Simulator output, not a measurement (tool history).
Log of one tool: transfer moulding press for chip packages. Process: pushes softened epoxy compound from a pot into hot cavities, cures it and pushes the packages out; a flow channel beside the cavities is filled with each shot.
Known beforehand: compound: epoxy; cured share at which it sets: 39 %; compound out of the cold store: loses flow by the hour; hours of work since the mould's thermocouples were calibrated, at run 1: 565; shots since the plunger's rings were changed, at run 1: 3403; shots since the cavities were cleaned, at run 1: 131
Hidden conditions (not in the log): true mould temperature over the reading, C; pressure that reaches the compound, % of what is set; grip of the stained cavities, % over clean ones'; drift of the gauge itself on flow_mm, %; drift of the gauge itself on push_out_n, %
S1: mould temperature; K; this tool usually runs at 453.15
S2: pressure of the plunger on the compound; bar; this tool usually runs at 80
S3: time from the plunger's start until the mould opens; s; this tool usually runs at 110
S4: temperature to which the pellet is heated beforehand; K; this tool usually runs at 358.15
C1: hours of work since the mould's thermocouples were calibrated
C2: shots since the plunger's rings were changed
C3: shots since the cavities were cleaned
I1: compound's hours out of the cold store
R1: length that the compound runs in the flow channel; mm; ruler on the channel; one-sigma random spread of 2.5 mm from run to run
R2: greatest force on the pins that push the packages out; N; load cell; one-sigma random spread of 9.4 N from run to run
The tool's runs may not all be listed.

run 1 hour=0 | S1=453.15 S2=80 S3=110 S4=358.15 | C1=565 C2=3403 C3=131 | I1=39.5 | R1=840 R2=490
-- hour=17.6 plunger's sealing rings changed
-- hour=35.7 cavities cleaned with cleaning compound and waxed
run 2 hour=52.2 | S1=455.15 S2=80 S3=110 S4=358.15 | C1=598 C2=365 C3=183 | I1=25.3 | R1=901 R2=499
-- hour=81.9 cavities cleaned with cleaning compound and waxed
run 3 hour=89.3 | S1=455.15 S2=80 S3=110 S4=358.15 | C1=621 C2=757 C3=82 | I1=45.9 | R1=842 R2=460
-- hour=128 cavities cleaned with cleaning compound and waxed
run 4 hour=130.5 | S1=455.15 S2=80 S3=110 S4=358.15 | C1=648 C2=1195 C3=28 | I1=13.1 | R1=936 R2=448
run 5 hour=167.7 | S1=455.15 S2=80 S3=110 S4=358.15 | C1=673 C2=1605 C3=438 | I1=22.1 | R1=898 R2=555
-- hour=173 cavities cleaned with cleaning compound and waxed
-- hour=220.1 cavities cleaned with cleaning compound and waxed
run 6 hour=222.1 | S1=455.15 S2=80 S3=110 S4=358.15 | C1=707 C2=2172 C3=21 | I1=12.1 | R1=927 R2=438
-- hour=266.6 cavities cleaned with cleaning compound and waxed
run 7 hour=280.9 | S1=453.15 S2=80 S3=110 S4=358.15 | C1=745 C2=2805 C3=158 | I1=22.3 | R1=894 R2=537
-- hour=312.4 cavities cleaned with cleaning compound and waxed
run 8 hour=339.2 | S1=453.15 S2=80 S3=110 S4=358.15 | C1=783 C2=3430 C3=295 | I1=10.1 | R1=930 R2=615
-- hour=352.3 plunger's sealing rings changed
-- hour=359.7 cavities cleaned with cleaning compound and waxed
run 9 hour=400 | S1=453.15 S2=80 S3=119 S4=358.15 | C1=821 C2=510 C3=445 | I1=31.4 | R1=887 R2=538
-- hour=406.1 cavities cleaned with cleaning compound and waxed
-- hour=452.8 cavities cleaned with cleaning compound and waxed
run 10 hour=461 | S1=453.15 S2=80 S3=119 S4=358.15 | C1=859 C2=1151 C3=91 | I1=27 | R1=889 R2=459
-- hour=497.7 cavities cleaned with cleaning compound and waxed
run 11 hour=503.4 | S1=453.15 S2=80 S3=119 S4=358.15 | C1=887 C2=1602 C3=64 | I1=30 | R1=886 R2=451
-- hour=521.9 mould's thermocouples calibrated
-- hour=546.8 cavities cleaned with cleaning compound and waxed
run 12 hour=558.8 | S1=453.15 S2=80 S3=120 S4=358.15 | C1=24 C2=2174 C3=132 | I1=35.9 | R1=860 R2=426
-- hour=592 cavities cleaned with cleaning compound and waxed
run 13 hour=605.4 | S1=453.15 S2=80 S3=120 S4=358.15 | C1=54 C2=2671 C3=147 | I1=44.8 | R1=828 R2=432
-- hour=640.8 cavities cleaned with cleaning compound and waxed
run 14 hour=655.6 | S1=453.15 S2=67.7 S3=110 S4=358.15 | C1=86 C2=3208 C3=163 | I1=18.4 | R1=829 R2=530
-- hour=686.9 plunger's sealing rings changed
-- hour=688.4 cavities cleaned with cleaning compound and waxed
run 15 hour=688.4 | S1=453.15 S2=80 S3=116 S4=366.15 | C1=105 C2=0 C3=0 | I1=9.4 | R1=959 R2=419
run 16 hour=718.3 | S1=453.15 S2=61.8 S3=116 S4=366.15 | C1=125 C2=330 C3=330 | I1=15.9 | R1=823 R2=545
-- hour=734.2 cavities cleaned with cleaning compound and waxed
run 17 hour=767.6 | S1=453.15 S2=80 S3=111 S4=356.15 | C1=157 C2=858 C3=369 | I1=25.5 | R1=898 R2=563
-- hour=782.5 cavities cleaned with cleaning compound and waxed
run 18 hour=795 | S1=453.15 S2=80 S3=110 S4=367.15 | C1=174 C2=1143 C3=138 | I1=25.5 | R1=894 R2=495
run 19 hour=821.1 | S1=445.15 S2=89.3 S3=110 S4=349.15 | C1=192 C2=1431 C3=426 | I1=33.7 | R1=937 R2=970
-- hour=828 cavities cleaned with cleaning compound and waxed
run 20 hour=859.6 | S1=445.15 S2=89.3 S3=110 S4=349.15 | C1=216 C2=1839 C3=348 | I1=42.6 | R1=911 R2=860
-- hour=876.6 cavities cleaned with cleaning compound and waxed
run 21 hour=909.8 | S1=454.15 S2=80 S3=110 S4=352.15 | C1=249 C2=2376 C3=366 | I1=28.4 | R1=880 R2=570
-- hour=921.4 cavities cleaned with cleaning compound and waxed
run 22 hour=939.2 | S1=454.15 S2=80 S3=110 S4=352.15 | C1=267 C2=2684 C3=197 | I1=25.6 | R1=882 R2=528

Run 23 is up next; what results do you expect?
-- hour=966.4 cavities cleaned with cleaning compound and waxed
run 23 hour=987.5 | S1=453.15 S2=62.6 S3=110 S4=358.15 | C1=299 C2=3200 C3=233 | I1=30 | R1=? R2=?

Run 23 produced R1 767 mm, R2 526 N.
Had the tool carried no hidden state, the very same run would have given R1 791 mm, R2 423 N.
